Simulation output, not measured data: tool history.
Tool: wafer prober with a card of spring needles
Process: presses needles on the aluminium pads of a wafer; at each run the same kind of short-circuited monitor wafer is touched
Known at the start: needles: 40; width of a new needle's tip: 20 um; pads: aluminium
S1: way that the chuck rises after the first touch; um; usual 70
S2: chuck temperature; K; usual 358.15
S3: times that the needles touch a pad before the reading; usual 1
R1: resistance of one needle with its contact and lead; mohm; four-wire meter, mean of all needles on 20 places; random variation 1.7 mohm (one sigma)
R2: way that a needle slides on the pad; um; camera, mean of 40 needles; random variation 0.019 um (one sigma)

run,hour,S1,S2,S3,R1,R2
1,0,70,358.15,1,208,18.64
# hour 4.1: tips cleaned on abrasive film
# hour 22.5: tips cleaned on abrasive film
# hour 42.6: tips cleaned on abrasive film
2,50.7,70,299.15,1,191,18.59
# hour 62.2: tips cleaned on abrasive film
# hour 82.6: tips cleaned on abrasive film
# hour 101.9: tips cleaned on abrasive film
3,110.9,70,299.15,1,194,18.51
# hour 119.1: tips cleaned on abrasive film
# hour 135.3: tips cleaned on abrasive film
# hour 155.1: tips cleaned on abrasive film
4,160.9,70,299.15,1,185,18.48
# hour 173.1: tips cleaned on abrasive film
# hour 191.3: tips cleaned on abrasive film
# hour 211.7: tips cleaned on abrasive film
5,219,70,387.15,1,202,18.43
# hour 230.4: tips cleaned on abrasive film
# hour 230.7: height of the first contact set anew
# hour 247: tips cleaned on abrasive film
# hour 266.3: tips cleaned on abrasive film
6,268.9,70,358.15,1,189,18.7
# hour 283.4: tips cleaned on abrasive film
# hour 300.1: tips cleaned on abrasive film
7,300.1,70,358.15,1,180,18.7
# hour 319.3: tips cleaned on abrasive film
# hour 338.9: tips cleaned on abrasive film
# hour 355.8: tips cleaned on abrasive film
8,355.8,70,307.15,1,167,18.66
# hour 374.6: tips cleaned on abrasive film
# hour 394.9: tips cleaned on abrasive film
# hour 414.7: tips cleaned on abrasive film
9,420.2,70,307.15,1,183,18.61
# hour 431.4: tips cleaned on abrasive film
# hour 451.5: tips cleaned on abrasive film
# hour 469.5: tips cleaned on abrasive film
10,469.5,70,374.15,1,184,18.51
# hour 487.5: tips cleaned on abrasive film
# hour 507.8: tips cleaned on abrasive film
# hour 526.2: tips cleaned on abrasive film
11,530.9,70,358.15,2,185,18.49
# hour 545.7: tips cleaned on abrasive film
12,559.8,83,358.15,1,193,21.97
# hour 564: tips cleaned on abrasive film
# hour 582.4: tips cleaned on abrasive film
# hour 602.2: tips cleaned on abrasive film
# hour 620.3: tips cleaned on abrasive film
13,620.3,83,358.15,1,172,21.88
# hour 636.6: height of the first contact set anew
# hour 640.3: tips cleaned on abrasive film
# hour 656.6: tips cleaned on abrasive film
14,659.6,83,358.15,1,177,22.23
# hour 675: tips cleaned on abrasive film
# hour 694.3: tips cleaned on abrasive film
# hour 714.7: tips cleaned on abrasive film
15,719.5,83,358.15,1,185,22.17
# hour 734.8: tips cleaned on abrasive film
# hour 751.1: tips cleaned on abrasive film
16,760.9,80,323.15,1,183,21.3
# hour 768.8: tips cleaned on abrasive film
# hour 788.1: tips cleaned on abrasive film
17,800.1,62,323.15,1,221,16.44
# hour 806.7: tips cleaned on abrasive film
# hour 825.8: tips cleaned on abrasive film
18,837.8,70,339.15,3,185,18.6
# hour 845.9: tips cleaned on abrasive film
# hour 862.2: tips cleaned on abrasive film
# hour 881.2: tips cleaned on abrasive film
19,881.2,53,382.15,1,202,13.99
# hour 901.1: tips cleaned on abrasive film
# hour 921.1: tips cleaned on abrasive film
# hour 938.4: tips cleaned on abrasive film
20,938.4,53,382.15,1,202,13.93
# hour 958: tips cleaned on abrasive film
# hour 977.5: tips cleaned on abrasive film
21,992.7,63,337.15,1,225,16.55
# hour 996.9: tips cleaned on abrasive film
# hour 1013.1: tips cleaned on abrasive film
# hour 1032.5: tips cleaned on abrasive film
# hour 1045: height of the first contact set anew
22,1047.5,79,356.15,3,186,21.17
# hour 1051.6: tips cleaned on abrasive film
# hour 1072: tips cleaned on abrasive film
# hour 1088.3: tips cleaned on abrasive film
23,1100.8,74,302.15,2,182,19.81
# hour 1104.8: tips cleaned on abrasive film
# hour 1125: tips cleaned on abrasive film
24,1139.1,74,302.15,2,186,19.74
# hour 1143.2: tips cleaned on abrasive film
# hour 1163.4: tips cleaned on abrasive film
# hour 1182.2: tips cleaned on abrasive film
25,1196.4,74,302.15,2,182,19.72
# hour 1199.5: tips cleaned on abrasive film
# hour 1218: tips cleaned on abrasive film
# hour 1237.2: tips cleaned on abrasive film
# hour 1256: tips cleaned on abrasive film
26,1256,74,302.15,2,165,19.63
# hour 1275.8: tips cleaned on abrasive film
# hour 1295.7: tips cleaned on abrasive film
# hour 1314.4: tips cleaned on abrasive film
27,1324.2,53,358.15,1,245,13.99

Forecast each of these 4 alternatives for the next run:
# hour 1332: tips cleaned on abrasive film
# hour 1352.2: tips cleaned on abrasive film
# hour 1371.2: tips cleaned on abrasive film
# hour 1383.2: card fitted with new needles
A,1383.2,64,374.15,3,?,?
# hour 1332: tips cleaned on abrasive film
# hour 1352.2: tips cleaned on abrasive film
# hour 1371.2: tips cleaned on abrasive film
# hour 1383.2: card fitted with new needles
B,1383.2,75,358.15,1,?,?
# hour 1332: tips cleaned on abrasive film
# hour 1352.2: tips cleaned on abrasive film
# hour 1371.2: tips cleaned on abrasive film
# hour 1383.2: card fitted with new needles
C,1383.2,87,305.15,1,?,?
# hour 1332: tips cleaned on abrasive film
# hour 1352.2: tips cleaned on abrasive film
# hour 1371.2: tips cleaned on abrasive film
# hour 1383.2: card fitted with new needles
D,1383.2,53,305.15,3,?,?

run,R1,R2
A,178,17.15
B,166,20.1
C,153,23.3
D,169,14.19
Without the tool's hidden state the same runs would have given:
run,R1,R2
A,178,17.15
B,166,20.1
C,153,23.3
D,169,14.19
